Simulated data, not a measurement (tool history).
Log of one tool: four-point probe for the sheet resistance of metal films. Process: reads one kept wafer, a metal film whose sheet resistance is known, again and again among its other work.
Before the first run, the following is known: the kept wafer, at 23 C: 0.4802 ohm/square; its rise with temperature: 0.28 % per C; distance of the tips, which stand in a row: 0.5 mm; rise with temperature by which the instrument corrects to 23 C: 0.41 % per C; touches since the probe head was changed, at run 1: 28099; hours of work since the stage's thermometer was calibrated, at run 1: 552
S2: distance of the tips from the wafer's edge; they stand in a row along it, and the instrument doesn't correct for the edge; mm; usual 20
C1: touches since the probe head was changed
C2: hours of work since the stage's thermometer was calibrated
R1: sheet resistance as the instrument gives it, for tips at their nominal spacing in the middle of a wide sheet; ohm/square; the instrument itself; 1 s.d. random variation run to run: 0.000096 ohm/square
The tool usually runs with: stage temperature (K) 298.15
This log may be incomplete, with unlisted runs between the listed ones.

{"run": 1, "day": 0.0, "stage temperature (K)": 298.15, "S2": 20, "C1": 28099, "C2": 552, "R1": 0.479113}
{"run": 2, "day": 1.017, "stage temperature (K)": 298.15, "S2": 20, "C1": 28557, "C2": 563, "R1": 0.479195}
{"run": 3, "day": 3.362, "stage temperature (K)": 298.15, "S2": 4, "C1": 29611, "C2": 590, "R1": 0.483173}
{"run": 4, "day": 4.779, "stage temperature (K)": 298.15, "S2": 20, "C1": 30246, "C2": 607, "R1": 0.479331}
{"run": 5, "day": 5.95, "stage temperature (K)": 298.15, "S2": 20, "C1": 30773, "C2": 620, "R1": 0.479396}
{"run": 6, "day": 7.292, "stage temperature (K)": 298.15, "S2": 20, "C1": 31376, "C2": 636, "R1": 0.479259}
{"run": 7, "day": 9.329, "stage temperature (K)": 298.15, "S2": 25, "C1": 32292, "C2": 659, "R1": 0.479345}
{"day": 9.579, "done": "stage's thermometer calibrated"}
{"run": 8, "day": 10.696, "stage temperature (K)": 304.15, "S2": 51, "C1": 32896, "C2": 13, "R1": 0.476139}
{"run": 9, "day": 13.125, "stage temperature (K)": 304.15, "S2": 51, "C1": 33988, "C2": 41, "R1": 0.476256}
{"run": 10, "day": 14.138, "stage temperature (K)": 299.15, "S2": 54, "C1": 34442, "C2": 53, "R1": 0.47879}
{"run": 11, "day": 15.967, "stage temperature (K)": 294.15, "S2": 57, "C1": 35264, "C2": 74, "R1": 0.481805}
{"day": 16.321, "done": "stage's thermometer calibrated, once more"}
{"run": 12, "day": 17.204, "stage temperature (K)": 298.15, "S2": 34, "C1": 35812, "C2": 10, "R1": 0.479089}
{"run": 13, "day": 19.562, "stage temperature (K)": 296.15, "S2": 20, "C1": 36871, "C2": 37, "R1": 0.480262}
{"run": 14, "day": 21.421, "stage temperature (K)": 296.15, "S2": 20, "C1": 37705, "C2": 59, "R1": 0.480079}

4 options for the next run, each taken on its own from the tool as it stands now. Forecast them:
{"run": "A", "day": 23.708, "stage temperature (K)": 293.15, "S2": 44, "C1": 38733, "C2": 85, "R1": "?"}
{"run": "B", "day": 23.708, "stage temperature (K)": 292.15, "S2": 11, "C1": 38733, "C2": 85, "R1": "?"}
{"run": "C", "day": 23.708, "stage temperature (K)": 298.15, "S2": 5, "C1": 38733, "C2": 85, "R1": "?"}
{"run": "D", "day": 23.708, "stage temperature (K)": 298.15, "S2": 14, "C1": 38733, "C2": 85, "R1": "?"}

run=A R1=0.482079
run=B R1=0.483007
run=C R1=0.481762
run=D R1=0.479403
What these runs would have given with no unlogged condition in the tool:
run=A R1=0.482098
run=B R1=0.483027
run=C R1=0.481782
run=D R1=0.479423
